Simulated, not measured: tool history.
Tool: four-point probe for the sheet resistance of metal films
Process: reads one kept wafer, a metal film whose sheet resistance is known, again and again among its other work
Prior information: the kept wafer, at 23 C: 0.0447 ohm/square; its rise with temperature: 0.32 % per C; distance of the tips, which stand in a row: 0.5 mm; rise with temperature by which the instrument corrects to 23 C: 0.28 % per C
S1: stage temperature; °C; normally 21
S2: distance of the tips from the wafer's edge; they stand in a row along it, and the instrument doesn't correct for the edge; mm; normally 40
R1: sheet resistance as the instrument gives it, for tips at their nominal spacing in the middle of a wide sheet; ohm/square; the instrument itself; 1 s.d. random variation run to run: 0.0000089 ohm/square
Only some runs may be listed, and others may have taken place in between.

| run | day | S1 | S2 | R1 |
|---|---|---|---|---|
| 1 | 0.000 | 21 | 40 | 0.044664 |
| 2 | 3.658 | 21 | 40 | 0.044666 |
| 3 | 7.525 | 21 | 40 | 0.044668 |
| 4 | 12.667 | 21 | 40 | 0.044664 |
| 5 | 17.600 | 21 | 40 | 0.044644 |
| 6 | 21.004 | 21 | 40 | 0.044668 |
| 7 | 23.750 | 21 | 40 | 0.044662 |
| 8 | 28.721 | 19 | 40 | 0.044620 |
| 9 | 32.825 | 19 | 40 | 0.044633 |
| 10 | 36.217 | 27 | 40 | 0.044792 |
| 11 | 41.183 | 21 | 40 | 0.044666 |
| 12 | 44.717 | 20 | 40 | 0.044632 |
| 13 | 47.354 | 20 | 40 | 0.044637 |
| 14 | 50.175 | 21 | 20 | 0.044666 |
| 15 | 54.904 | 21 | 20 | 0.044673 |
| 16 | 57.617 | 32 | 40 | 0.044863 |
| 17 | 62.438 | 32 | 4 | 0.045232 |
| 18 | 67.050 | 32 | 4 | 0.045256 |
| 19 | 70.883 | 32 | 4 | 0.045252 |
| 20 | 75.754 | 32 | 4 | 0.045257 |
| 21 | 80.258 | 25 | 40 | 0.044729 |
| 22 | 83.912 | 21 | 40 | 0.044683 |
| 23 | 87.050 | 33 | 40 | 0.044883 |
| 24 | 89.546 | 21 | 30 | 0.044661 |
| 25 | 94.475 | 21 | 30 | 0.044667 |
| 26 | 96.688 | 21 | 30 | 0.044679 |
| 27 | 99.912 | 21 | 30 | 0.044664 |
| 28 | 102.929 | 24 | 16 | 0.044750 |
| 29 | 108.042 | 19 | 9 | 0.044695 |
| 30 | 111.921 | 19 | 9 | 0.044694 |
| 31 | 115.562 | 19 | 56 | 0.044604 |
| 32 | 118.179 | 19 | 8 | 0.044718 |
| 33 | 120.767 | 26 | 5 | 0.045017 |
| 34 | 123.792 | 26 | 5 | 0.045012 |
| 35 | 126.829 | 27 | 14 | 0.044793 |
| 36 | 129.200 | 27 | 3 | 0.045431 |
| 37 | 134.392 | 19 | 4 | 0.045000 |
| 38 | 139.254 | 19 | 4 | 0.044995 |
| 39 | 143.458 | 32 | 7 | 0.045004 |
| 40 | 148.117 | 30 | 18 | 0.044850 |
| 41 | 151.279 | 26 | 18 | 0.044784 |
| 42 | 153.912 | 20 | 27 | 0.044640 |
| 43 | 156.288 | 32 | 27 | 0.044907 |
| 44 | 161.321 | 32 | 27 | 0.044885 |

Missing from the log above: 3 entries noted between runs. For each, name the pair of listed runs it sits between and say how the tool's hidden condition differs from the listed run just before to the listed run just after:
In the gap between runs 3 and 4: new probe head fitted (day 10.100)
  inner tips' distance over the nominal, %: -0.005 -> -0.001; tips' flats over new ones', %: 1 -> 0
In the gap between runs 8 and 9: stage's thermometer calibrated (day 31.600)
  nothing in the hidden state changes from one run to the other
In the gap between runs 43 and 44: new probe head fitted (day 157.375)
  inner tips' distance over the nominal, %: -0.008 -> 0; tips' flats over new ones', %: 1 -> 0

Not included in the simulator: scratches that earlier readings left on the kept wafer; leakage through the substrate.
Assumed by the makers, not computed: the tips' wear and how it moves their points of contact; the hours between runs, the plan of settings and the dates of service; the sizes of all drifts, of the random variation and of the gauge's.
